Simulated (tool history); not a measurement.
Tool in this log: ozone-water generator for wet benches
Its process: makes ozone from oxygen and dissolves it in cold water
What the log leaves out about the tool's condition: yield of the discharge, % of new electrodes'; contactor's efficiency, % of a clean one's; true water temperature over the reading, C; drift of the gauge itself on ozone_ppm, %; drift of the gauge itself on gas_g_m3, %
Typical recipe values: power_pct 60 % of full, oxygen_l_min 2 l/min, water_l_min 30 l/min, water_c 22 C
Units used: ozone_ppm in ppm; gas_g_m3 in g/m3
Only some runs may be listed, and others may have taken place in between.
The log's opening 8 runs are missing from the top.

run,hour,power_pct,oxygen_l_min,water_l_min,water_c,hours of work since the electrodes were changed,hours of work since the contactor was cleaned,hours of work since the thermometer was calibrated,ozone_ppm,gas_g_m3
9,992.1,60,2,30,22,2615,5694,656,10.4,234.6
10,1065,60,2,30,22,2669,5749,711,10.2,238.3
11,1209.6,60,2,30,22,2778,5857,819,10.2,236.5
12,1313.6,60,2,30,22,2856,5935,897,10.2,236.6
13,1456.1,60,2,21,22,2962,6042,1004,14.5,236.2
14,1562,60,2,30,16,3042,6121,1083,10.7,236.7
15,1685.4,60,2,30,16,3134,6213,1175,10.5,235.5
16,1821.7,60,2,30,16,3236,6315,1277,10.5,235.1
17,1911.5,60,1.59,30,24,3303,6382,1344,9.2,266.7
18,2051.3,87,1.65,30,22,3408,6487,1449,11.9,324.7
19,2184.2,87,3.51,44,22,3507,6587,1549,9.5,213.3
20,2263.1,87,2.27,44,24,3566,6646,1608,8.4,270.6
21,2413.3,41,2.88,20,28,3679,6758,1720,11.8,152.8
22,2534,60,3.57,23,22,3769,6849,1811,14.5,169.4
23,2711.8,60,1.84,23,22,3902,6982,1944,12.8,244.1
24,2877,60,1.84,23,28,4026,7105,2067,12.4,241.9
25,2990.7,88,1.95,23,22,4111,7190,2153,16.3,292
26,3142.2,60,2.96,37,22,4225,7304,2266,8.7,187.1
27,3269.4,68,2.33,18,19,4320,7399,2361,18.9,228.5
28,3436.3,51,1.4,34,18,4445,7524,2486,7.2,253.5
29,3527.1,51,1.4,34,18,4513,7592,2554,7.1,254.8
30,3671.1,51,1.4,34,18,4621,7700,2662,7.1,254.4

Forecast each of these 5 alternatives for the next run:
# hour 3707.9: water thermometer calibrated
A,3806,81,2,30,22,4721,7801,73,?,?
# hour 3707.9: water thermometer calibrated
B,3806,96,1.41,30,22,4721,7801,73,?,?
# hour 3707.9: water thermometer calibrated
C,3806,66,3.33,26,22,4721,7801,73,?,?
# hour 3707.9: water thermometer calibrated
D,3806,51,1.34,34,23,4721,7801,73,?,?
# hour 3707.9: water thermometer calibrated
E,3806,52,1.8,30,22,4721,7801,73,?,?

run,ozone_ppm,gas_g_m3
A,11.7,273
B,11.6,364.6
C,13.2,184.7
D,6.9,258.9
E,9,221.5
Without the tool's unlogged condition, the same runs would have read:
run,ozone_ppm,gas_g_m3
A,13.2,300.7
B,13.2,405.3
C,14.7,201.2
D,7.6,278.2
E,9.9,238.2

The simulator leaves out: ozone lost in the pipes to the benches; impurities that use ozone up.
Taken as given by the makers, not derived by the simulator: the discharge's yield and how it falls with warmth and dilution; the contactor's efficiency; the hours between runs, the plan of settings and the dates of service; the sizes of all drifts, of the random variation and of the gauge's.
